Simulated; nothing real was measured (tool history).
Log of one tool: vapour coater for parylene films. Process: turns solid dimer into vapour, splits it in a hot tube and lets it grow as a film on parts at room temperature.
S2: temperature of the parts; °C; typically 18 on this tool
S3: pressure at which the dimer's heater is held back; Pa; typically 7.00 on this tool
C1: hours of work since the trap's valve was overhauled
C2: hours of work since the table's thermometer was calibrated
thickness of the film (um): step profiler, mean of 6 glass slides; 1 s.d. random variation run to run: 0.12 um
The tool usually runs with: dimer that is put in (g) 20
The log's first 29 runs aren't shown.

{"run": 30, "hour": 688.2, "dimer that is put in (g)": 20, "S2": 16, "S3": 6.13, "C1": 117, "C2": 829, "thickness of the film (um)": 16.9}
{"run": 31, "hour": 724.3, "dimer that is put in (g)": 20, "S2": 16, "S3": 6.13, "C1": 144, "C2": 856, "thickness of the film (um)": 17.18}
{"run": 32, "hour": 741.0, "dimer that is put in (g)": 20, "S2": 16, "S3": 6.13, "C1": 157, "C2": 868, "thickness of the film (um)": 16.98}
{"run": 33, "hour": 775.1, "dimer that is put in (g)": 20, "S2": 16, "S3": 6.13, "C1": 182, "C2": 893, "thickness of the film (um)": 16.77}
{"run": 34, "hour": 811.2, "dimer that is put in (g)": 15, "S2": 17, "S3": 7.0, "C1": 209, "C2": 920, "thickness of the film (um)": 11.78}
{"run": 35, "hour": 844.8, "dimer that is put in (g)": 15, "S2": 27, "S3": 7.0, "C1": 234, "C2": 946, "thickness of the film (um)": 7.06}
{"run": 36, "hour": 880.9, "dimer that is put in (g)": 15, "S2": 27, "S3": 7.0, "C1": 261, "C2": 972, "thickness of the film (um)": 7.07}
{"run": 37, "hour": 903.3, "dimer that is put in (g)": 20, "S2": 28, "S3": 7.59, "C1": 278, "C2": 989, "thickness of the film (um)": 8.7}
{"run": 38, "hour": 919.7, "dimer that is put in (g)": 20, "S2": 28, "S3": 7.59, "C1": 290, "C2": 1001, "thickness of the film (um)": 8.85}
{"run": 39, "hour": 946.8, "dimer that is put in (g)": 20, "S2": 28, "S3": 7.59, "C1": 310, "C2": 1022, "thickness of the film (um)": 8.8}
{"run": 40, "hour": 972.2, "dimer that is put in (g)": 20, "S2": 23, "S3": 9.43, "C1": 329, "C2": 1041, "thickness of the film (um)": 10.68}
{"run": 41, "hour": 1005.7, "dimer that is put in (g)": 14, "S2": 23, "S3": 9.43, "C1": 354, "C2": 1066, "thickness of the film (um)": 7.47}
{"run": 42, "hour": 1020.2, "dimer that is put in (g)": 25, "S2": 11, "S3": 6.38, "C1": 365, "C2": 1076, "thickness of the film (um)": 25.77}
{"run": 43, "hour": 1051.6, "dimer that is put in (g)": 20, "S2": 18, "S3": 5.22, "C1": 389, "C2": 1100, "thickness of the film (um)": 15.32}
{"run": 44, "hour": 1068.8, "dimer that is put in (g)": 20, "S2": 18, "S3": 7.0, "C1": 401, "C2": 1113, "thickness of the film (um)": 14.43}
{"hour": 1079.9, "done": "table's thermometer calibrated"}
{"run": 45, "hour": 1102.6, "dimer that is put in (g)": 11, "S2": 20, "S3": 7.0, "C1": 426, "C2": 17, "thickness of the film (um)": 6.89}
{"run": 46, "hour": 1137.7, "dimer that is put in (g)": 11, "S2": 20, "S3": 7.0, "C1": 452, "C2": 43, "thickness of the film (um)": 6.82}
{"hour": 1150.9, "done": "trap's valve overhauled"}
{"run": 47, "hour": 1163.0, "dimer that is put in (g)": 11, "S2": 20, "S3": 7.0, "C1": 9, "C2": 59, "thickness of the film (um)": 7.43}

Below are 3 alternative next runs, each starting from the tool's condition after run 47. Predict each:
{"run": "A", "hour": 1182.9, "dimer that is put in (g)": 11, "S2": 17, "S3": 7.0, "C1": 24, "C2": 74, "thickness of the film (um)": "?"}
{"run": "B", "hour": 1182.9, "dimer that is put in (g)": 14, "S2": 22, "S3": 4.0, "C1": 24, "C2": 74, "thickness of the film (um)": "?"}
{"run": "C", "hour": 1182.9, "dimer that is put in (g)": 10, "S2": 18, "S3": 9.15, "C1": 24, "C2": 74, "thickness of the film (um)": "?"}

run=A thickness_of_the_film_(um)=8.74
run=B thickness_of_the_film_(um)=9.62
run=C thickness_of_the_film_(um)=7.15
With the hidden condition removed and each run's random variation left untouched, the same runs would have given:
run=A thickness_of_the_film_(um)=8.80
run=B thickness_of_the_film_(um)=9.69
run=C thickness_of_the_film_(um)=7.20
